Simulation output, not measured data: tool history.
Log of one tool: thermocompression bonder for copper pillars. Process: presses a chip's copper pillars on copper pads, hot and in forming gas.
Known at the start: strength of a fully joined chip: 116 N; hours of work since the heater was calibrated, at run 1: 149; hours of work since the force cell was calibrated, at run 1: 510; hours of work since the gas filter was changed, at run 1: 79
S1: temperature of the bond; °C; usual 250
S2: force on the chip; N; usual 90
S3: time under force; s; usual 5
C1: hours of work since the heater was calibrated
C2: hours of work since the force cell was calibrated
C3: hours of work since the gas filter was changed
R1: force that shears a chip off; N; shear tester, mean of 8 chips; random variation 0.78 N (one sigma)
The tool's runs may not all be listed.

{"run": 1, "hour": 0.0, "S1": 250, "S2": 90, "S3": 5, "C1": 149, "C2": 510, "C3": 79, "R1": 64}
{"run": 2, "hour": 24.0, "S1": 250, "S2": 90, "S3": 5, "C1": 165, "C2": 526, "C3": 95, "R1": 62.5}
{"run": 3, "hour": 47.2, "S1": 250, "S2": 90, "S3": 5, "C1": 181, "C2": 542, "C3": 111, "R1": 61.8}
{"run": 4, "hour": 63.7, "S1": 250, "S2": 90, "S3": 4, "C1": 193, "C2": 554, "C3": 123, "R1": 58.4}
{"run": 5, "hour": 80.3, "S1": 250, "S2": 90, "S3": 5, "C1": 204, "C2": 565, "C3": 134, "R1": 64.1}
{"run": 6, "hour": 101.9, "S1": 250, "S2": 90, "S3": 5, "C1": 219, "C2": 580, "C3": 149, "R1": 60.4}
{"run": 7, "hour": 126.1, "S1": 250, "S2": 90, "S3": 10, "C1": 236, "C2": 597, "C3": 166, "R1": 75.3}
{"run": 8, "hour": 147.7, "S1": 265, "S2": 90, "S3": 10, "C1": 250, "C2": 612, "C3": 180, "R1": 83.8}
{"run": 9, "hour": 158.2, "S1": 265, "S2": 90, "S3": 10, "C1": 258, "C2": 619, "C3": 188, "R1": 83.7}
{"run": 10, "hour": 182.7, "S1": 265, "S2": 90, "S3": 10, "C1": 274, "C2": 636, "C3": 204, "R1": 84}
{"run": 11, "hour": 192.9, "S1": 265, "S2": 90, "S3": 10, "C1": 281, "C2": 643, "C3": 211, "R1": 83}
{"run": 12, "hour": 210.0, "S1": 265, "S2": 90, "S3": 10, "C1": 293, "C2": 654, "C3": 223, "R1": 82.1}
{"run": 13, "hour": 228.1, "S1": 246, "S2": 90, "S3": 10, "C1": 306, "C2": 667, "C3": 236, "R1": 70.3}
{"run": 14, "hour": 252.0, "S1": 246, "S2": 90, "S3": 10, "C1": 322, "C2": 683, "C3": 252, "R1": 68.9}
{"run": 15, "hour": 264.0, "S1": 246, "S2": 90, "S3": 10, "C1": 330, "C2": 692, "C3": 260, "R1": 69.4}
{"run": 16, "hour": 283.0, "S1": 246, "S2": 90, "S3": 13, "C1": 344, "C2": 705, "C3": 273, "R1": 73.2}
{"run": 17, "hour": 303.4, "S1": 246, "S2": 90, "S3": 13, "C1": 358, "C2": 719, "C3": 288, "R1": 72.7}
{"hour": 308.4, "done": "forming gas filter changed"}
{"run": 18, "hour": 326.9, "S1": 250, "S2": 90, "S3": 5, "C1": 373, "C2": 735, "C3": 13, "R1": 63.2}
{"run": 19, "hour": 350.6, "S1": 250, "S2": 60, "S3": 5, "C1": 390, "C2": 751, "C3": 29, "R1": 51.5}
{"run": 20, "hour": 371.9, "S1": 250, "S2": 60, "S3": 5, "C1": 404, "C2": 766, "C3": 44, "R1": 50.7}
{"run": 21, "hour": 395.1, "S1": 236, "S2": 90, "S3": 5, "C1": 420, "C2": 782, "C3": 60, "R1": 53.1}
{"run": 22, "hour": 411.0, "S1": 226, "S2": 90, "S3": 13, "C1": 431, "C2": 792, "C3": 71, "R1": 63.9}
{"run": 23, "hour": 433.3, "S1": 261, "S2": 74, "S3": 5, "C1": 447, "C2": 808, "C3": 86, "R1": 62.7}
{"run": 24, "hour": 456.6, "S1": 261, "S2": 82, "S3": 3, "C1": 463, "C2": 824, "C3": 102, "R1": 55.2}
{"run": 25, "hour": 478.1, "S1": 261, "S2": 82, "S3": 3, "C1": 477, "C2": 839, "C3": 117, "R1": 55.9}
{"run": 26, "hour": 501.0, "S1": 262, "S2": 82, "S3": 15, "C1": 493, "C2": 854, "C3": 133, "R1": 86.9}
{"run": 27, "hour": 514.4, "S1": 250, "S2": 132, "S3": 9, "C1": 503, "C2": 864, "C3": 142, "R1": 84.4}
{"hour": 518.1, "done": "heater calibrated with a thermocouple chip"}
{"run": 28, "hour": 538.4, "S1": 250, "S2": 131, "S3": 6, "C1": 14, "C2": 879, "C3": 157, "R1": 75.7}
{"run": 29, "hour": 549.5, "S1": 250, "S2": 131, "S3": 6, "C1": 22, "C2": 886, "C3": 165, "R1": 73.7}
{"run": 30, "hour": 570.4, "S1": 259, "S2": 89, "S3": 14, "C1": 36, "C2": 901, "C3": 179, "R1": 84.2}
{"hour": 589.5, "done": "heater calibrated with a thermocouple chip, once more"}
{"run": 31, "hour": 592.2, "S1": 250, "S2": 90, "S3": 13, "C1": 2, "C2": 914, "C3": 193, "R1": 79.4}
{"run": 32, "hour": 608.0, "S1": 250, "S2": 77, "S3": 8, "C1": 13, "C2": 925, "C3": 204, "R1": 65.2}
{"run": 33, "hour": 627.4, "S1": 250, "S2": 77, "S3": 8, "C1": 26, "C2": 939, "C3": 217, "R1": 63.2}
{"run": 34, "hour": 644.2, "S1": 248, "S2": 98, "S3": 8, "C1": 38, "C2": 950, "C3": 228, "R1": 70.6}
{"run": 35, "hour": 663.3, "S1": 221, "S2": 55, "S3": 13, "C1": 51, "C2": 963, "C3": 242, "R1": 43.9}
{"run": 36, "hour": 680.9, "S1": 276, "S2": 66, "S3": 5, "C1": 63, "C2": 975, "C3": 254, "R1": 64}
{"run": 37, "hour": 696.6, "S1": 232, "S2": 97, "S3": 11, "C1": 74, "C2": 986, "C3": 264, "R1": 63.2}
{"run": 38, "hour": 717.7, "S1": 239, "S2": 57, "S3": 8, "C1": 88, "C2": 1001, "C3": 279, "R1": 47.1}
{"hour": 735.9, "done": "forming gas filter changed"}
{"run": 39, "hour": 735.9, "S1": 221, "S2": 90, "S3": 5, "C1": 100, "C2": 1013, "C3": 0, "R1": 44.3}

4 ways to go on from here, each from the tool as it stands after run 39. What would each give?
{"run": "A", "hour": 756.7, "S1": 266, "S2": 90, "S3": 5, "C1": 115, "C2": 1027, "C3": 14, "R1": "?"}
{"run": "B", "hour": 756.7, "S1": 227, "S2": 69, "S3": 7, "C1": 115, "C2": 1027, "C3": 14, "R1": "?"}
{"run": "C", "hour": 756.7, "S1": 250, "S2": 76, "S3": 5, "C1": 115, "C2": 1027, "C3": 14, "R1": "?"}
{"run": "D", "hour": 756.7, "S1": 238, "S2": 90, "S3": 6, "C1": 115, "C2": 1027, "C3": 14, "R1": "?"}

run=A R1=76.6
run=B R1=47.7
run=C R1=58.2
run=D R1=58.7
Without the tool's hidden state the same runs would have given:
run=A R1=80.6
run=B R1=51.1
run=C R1=61.9
run=D R1=62.5
